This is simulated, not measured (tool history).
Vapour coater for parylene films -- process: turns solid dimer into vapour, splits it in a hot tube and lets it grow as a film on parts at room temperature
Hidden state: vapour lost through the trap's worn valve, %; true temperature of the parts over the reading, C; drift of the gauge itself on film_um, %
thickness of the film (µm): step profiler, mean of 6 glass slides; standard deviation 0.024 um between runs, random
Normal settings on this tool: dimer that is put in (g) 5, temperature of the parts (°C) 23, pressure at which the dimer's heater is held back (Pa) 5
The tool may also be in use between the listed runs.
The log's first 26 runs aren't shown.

run,day,dimer that is put in (g),temperature of the parts (°C),pressure at which the dimer's heater is held back (Pa),hours of work since the trap's valve was overhauled,hours of work since the table's thermometer was calibrated,thickness of the film (µm)
27,50.858,8,23,3.32,386,1047,2.35
# day 52.925: trap's valve overhauled
28,53.596,6,32,7.16,9,1082,1.31
29,55.533,6,32,7.16,36,1109,1.24
30,57.288,6,32,7.16,59,1132,1.24
31,58.917,6,32,7.16,82,1155,1.27
32,60.529,6,32,7.16,104,1177,1.21
33,61.875,6,32,7.16,122,1195,1.22
34,63.083,3,24,7.16,138,1211,0.84
35,64.517,3,24,7.16,158,1231,0.86
36,65.742,7,23,6.92,175,1248,2.07
37,67.754,7,23,6.92,202,1275,2.05
38,70.425,7,23,6.92,238,1311,2.01
39,72.179,6,28,2.82,262,1335,1.53
40,73.8,5,18,5,284,1357,1.77

Forecast each of these 4 alternatives for the next run:
A,76.479,7,17,9.03,321,1394,?
B,76.479,4,17,2.39,321,1394,?
C,76.479,8,24,2.72,321,1394,?
D,76.479,3,23,3.12,321,1394,?

run,thickness of the film (µm)
A,2.37
B,1.54
C,2.38
D,0.86
Without the tool's hidden state the same runs would have given:
run,thickness of the film (µm)
A,2.7
B,1.75
C,2.7
D,0.98
